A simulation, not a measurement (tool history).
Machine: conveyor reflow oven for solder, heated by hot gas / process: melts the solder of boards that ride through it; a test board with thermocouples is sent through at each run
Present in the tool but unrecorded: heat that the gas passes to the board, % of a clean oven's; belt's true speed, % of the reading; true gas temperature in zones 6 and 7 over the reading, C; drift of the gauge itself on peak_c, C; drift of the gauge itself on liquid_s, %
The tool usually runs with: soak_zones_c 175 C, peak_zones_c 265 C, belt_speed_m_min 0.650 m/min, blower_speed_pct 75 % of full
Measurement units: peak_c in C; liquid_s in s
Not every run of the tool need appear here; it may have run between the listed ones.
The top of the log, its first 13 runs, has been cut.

run,hour,soak_zones_c,peak_zones_c,belt_speed_m_min,blower_speed_pct,hours of work since the flux was cleaned out,hours of work since the belt drive was overhauled,hours of work since the thermocouples were changed,peak_c,liquid_s
14,241.2,175,265,0.768,70,25,793,744,246.0,36.4
15,254.7,175,265,0.650,59,34,802,753,249.8,46.7
16,270.4,175,265,0.650,75,44,813,764,252.2,49.0
17,284.6,173,265,0.650,74,54,823,773,252.1,47.9
18,298.0,180,267,0.544,79,63,832,782,259.9,66.2
19,312.6,176,274,0.739,64,72,841,792,253.9,43.2
20,331.0,176,274,0.580,75,85,854,805,263.9,62.3
21,356.5,165,277,0.771,72,102,871,822,253.6,38.3
22,379.8,175,265,0.745,76,117,886,837,247.4,39.1
23,396.3,175,265,0.745,76,128,897,848,247.7,38.9
24,407.3,161,259,0.650,75,136,905,856,244.1,39.3
25,426.0,189,259,0.726,75,148,917,868,246.1,43.8
26,446.4,175,273,0.650,75,162,931,882,259.0,52.3

Run 27 comes next. What will it give?
27,466.3,164,271,0.619,75,175,944,895,?,?

{"run 27": {"peak_c": 256.5, "liquid_s": 51.4}}
With the hidden condition absent and the run-to-run variation left alone, this run would have shown peak_c 255.1 C, liquid_s 50.5 s.
